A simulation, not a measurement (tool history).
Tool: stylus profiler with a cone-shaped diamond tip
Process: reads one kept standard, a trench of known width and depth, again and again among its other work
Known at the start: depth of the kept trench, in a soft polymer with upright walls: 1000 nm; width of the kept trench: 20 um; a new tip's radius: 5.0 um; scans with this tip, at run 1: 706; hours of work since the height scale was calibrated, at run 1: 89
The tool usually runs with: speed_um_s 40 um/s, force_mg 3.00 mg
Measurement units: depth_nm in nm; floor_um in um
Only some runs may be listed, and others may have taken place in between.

run    hour  speed_um_s  force_mg  scans with this tip  hours of work since the height scale was calibrated  depth_nm  floor_um
  1     0.0          40      3.00                  706                                                   89   1016.72     13.72
  2    63.9          40      3.00                 1080                                                  136   1016.35     13.60
  3   117.6          40      3.00                 1394                                                  175   1016.19     13.60
  4   156.7          40      3.00                 1622                                                  204   1016.23     13.60
  5   232.6          40      3.00                 2066                                                  260   1016.69     13.33
  6   281.9          40      3.00                 2354                                                  296   1016.01     13.38
  7   328.0          40      3.00                 2624                                                  330   1015.85     13.31
  8   366.5          40      3.00                 2849                                                  358   1015.55     13.26
  9   442.3          40      3.00                 3292                                                  414   1015.44     13.15
 10   496.8          40      3.00                 3610                                                  454   1015.59     13.10
 11   567.3          40      3.00                 4022                                                  506   1015.82     13.03
 12   632.5          40      3.00                 4403                                                  554   1015.14     12.97
 13   721.6          40      3.00                 4924                                                  619   1014.80     12.85
 14   762.5          40      3.00                 5163                                                  649   1014.72     12.79
 15   813.2          64      1.18                 5460                                                  687   1006.54     12.41
 16   851.3         129      1.68                 5682                                                  714   1009.02     12.01
 17   915.2          64      2.13                 6056                                                  761   1010.68     12.43
 18   969.6          64      1.22                 6374                                                  801   1007.09     12.24
 19  1036.0          64      1.22                 6762                                                  850   1005.95     12.12
 20  1084.9          40      3.30                 7048                                                  886   1014.96     12.45
 21  1171.9          40      3.30                 7556                                                  950   1014.57     12.35
 22  1239.6          40      3.30                 7952                                                 1000   1014.25     12.25
 23  1285.4          22      1.26                 8219                                                 1034   1005.94     12.21
 24  1342.9          23      5.02                 8556                                                 1076   1019.87     12.32
 25  1386.7          58      2.08                 8812                                                 1108   1008.68     11.92
 26  1463.2         147      8.83                 9259                                                 1164   1030.52     11.75
     1533.0  -- new tip fitted, height scale calibrated
 27  1546.4          49      4.19                   78                                                   10   1021.09     13.84

Forecast each of these 5 alternatives for the next run:
  A  1596.5          44      3.00                  371                                                   47         ?         ?
  B  1596.5          41      4.49                  371                                                   47         ?         ?
  C  1596.5          89      5.65                  371                                                   47         ?         ?
  D  1596.5          18      1.33                  371                                                   47         ?         ?
  E  1596.5          57      4.19                  371                                                   47         ?         ?

run  depth_nm  floor_um
  A   1016.79     13.83
  B   1021.89     13.80
  C   1025.55     13.72
  D   1009.49     13.83
  E   1021.01     13.67
Stripped of hidden state, with their random variation kept, the same runs would have yielded:
run  depth_nm  floor_um
  A   1017.16     13.82
  B   1022.27     13.79
  C   1025.92     13.71
  D   1009.86     13.82
  E   1021.38     13.67
